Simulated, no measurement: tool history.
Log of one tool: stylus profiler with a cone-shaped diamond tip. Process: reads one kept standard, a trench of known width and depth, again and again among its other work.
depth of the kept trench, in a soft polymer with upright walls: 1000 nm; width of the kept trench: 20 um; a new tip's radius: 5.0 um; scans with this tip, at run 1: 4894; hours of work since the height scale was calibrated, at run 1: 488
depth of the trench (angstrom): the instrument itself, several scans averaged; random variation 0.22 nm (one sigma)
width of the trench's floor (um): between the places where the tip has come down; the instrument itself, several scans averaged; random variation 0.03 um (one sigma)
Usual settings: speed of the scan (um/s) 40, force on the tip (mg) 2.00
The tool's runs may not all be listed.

run   hour  speed of the scan (um/s)  force on the tip (mg)  scans with this tip  hours of work since the height scale was calibrated  depth of the trench (angstrom)  width of the trench's floor (um)
  1    0.0                        40                   2.00                 4894                                                  488                         10070.8                             12.53
  2   15.3                        65                   2.00                 5001                                                  499                         10071.7                             12.36
  3   34.8                        65                   2.00                 5137                                                  513                         10081.1                             12.39
  4   55.7                        65                   2.00                 5281                                                  527                         10074.3                             12.34
  5   73.0                        65                   2.00                 5402                                                  539                         10074.7                             12.36
  6   83.7                        65                   2.00                 5477                                                  547                         10074.3                             12.38
  7   93.1                        65                   2.00                 5542                                                  553                         10072.7                             12.24
  8  103.8                       146                   2.00                 5616                                                  560                         10080.2                             12.05
  9  121.1                        13                   2.00                 5737                                                  572                         10076.1                             12.47
 10  139.9                        40                   2.00                 5868                                                  586                         10077.7                             12.33
 11  150.6                        40                   2.00                 5942                                                  593                         10078.7                             12.33
 12  168.8                        40                   2.00                 6069                                                  606                         10075.7                             12.25
 13  178.8                        40                   2.00                 6138                                                  613                         10078.7                             12.19
 14  198.2                        40                   2.00                 6273                                                  626                         10078.6                             12.18
 15  211.0                        40                   2.00                 6363                                                  635                         10078.1                             12.18
 16  229.4                        40                   2.00                 6491                                                  648                         10082.6                             12.15
 17  241.2                        40                   2.00                 6573                                                  656                         10078.7                             12.10
 18  261.8                       113                   2.00                 6716                                                  670                         10082.8                             11.91
 19  279.7                       113                   2.00                 6841                                                  683                         10082.3                             11.80
 20  290.1                        40                   2.00                 6913                                                  690                         10080.8                             12.01
 21  299.3                        40                   2.00                 6977                                                  696                         10079.9                             12.05
 22  308.8                        40                   2.00                 7044                                                  703                         10083.1                             11.99
 23  326.3                        40                   2.00                 7165                                                  715                         10083.1                             11.95
 24  340.0                        15                   2.00                 7261                                                  725                         10084.4                             12.06
 25  360.6                        11                   0.96                 7404                                                  739                         10064.8                             11.99
 26  378.6                        11                   0.96                 7529                                                  751                         10071.7                             11.96
 27  389.3                        11                   0.96                 7604                                                  759                         10068.7                             11.95
 28  409.9                        11                   0.96                 7747                                                  773                         10066.1                             11.93
 29  418.9                        13                   0.83                 7809                                                  779                         10065.1                             11.90
 30  438.7                        26                   0.83                 7947                                                  793                         10066.2                             11.76
 31  452.8                        11                   0.83                 8045                                                  803                         10065.9                             11.83
 32  472.9                        52                   2.63                 8185                                                  817                         10097.3                             11.71
 33  489.1                        40                   0.76                 8298                                                  828                         10066.0                             11.66
 34  501.0                        56                   1.00                 8381                                                  836                         10075.2                             11.59
 35  520.8                        56                   1.00                 8518                                                  850                         10072.8                             11.53
 36  538.8                        25                   4.21                 8644                                                  863                         10120.1                             11.69
 37  549.4                       110                   5.61                 8718                                                  870                         10137.9                             11.55
 38  565.0                       110                   5.61                 8826                                                  881                         10142.4                             11.51
 39  585.0                        56                   2.21                 8966                                                  895                         10094.8                             11.55
 40  602.6                        56                   2.21                 9088                                                  907                         10099.2                             11.50
 41  612.8                        56                   2.21                 9159                                                  914                         10097.7                             11.46
 42  624.5                        31                   4.39                 9240                                                  922                         10123.4                             11.50
 43  640.2                       157                   2.67                 9350                                                  933                         10102.6                             11.14
 44  650.7                        25                   1.13                 9423                                                  940                         10079.6                             11.46
 45  668.8                        25                   1.13                 9548                                                  953                         10084.0                             11.45
 46  684.0                        25                   1.13                 9655                                                  963                         10080.4                             11.42
 47  702.6                        13                   4.38                 9784                                                  976                         10126.9                             11.43
 48  721.1                        22                   1.32                 9912                                                  989                         10086.8                             11.36

Forecast each of these 3 alternatives for the next run:
  A  742.2                        27                   0.93                10060                                                 1004                               ?                                 ?
  B  742.2                        73                   1.86                10060                                                 1004                               ?                                 ?
  C  742.2                        11                   2.01                10060                                                 1004                               ?                                 ?

run  depth of the trench (angstrom)  width of the trench's floor (um)
  A                         10080.1                             11.31
  B                         10097.6                             11.18
  C                         10098.2                             11.43
Without the tool's hidden state the same runs would have given:
run  depth of the trench (angstrom)  width of the trench's floor (um)
  A                         10028.6                             13.88
  B                         10046.0                             13.75
  C                         10046.6                             13.99
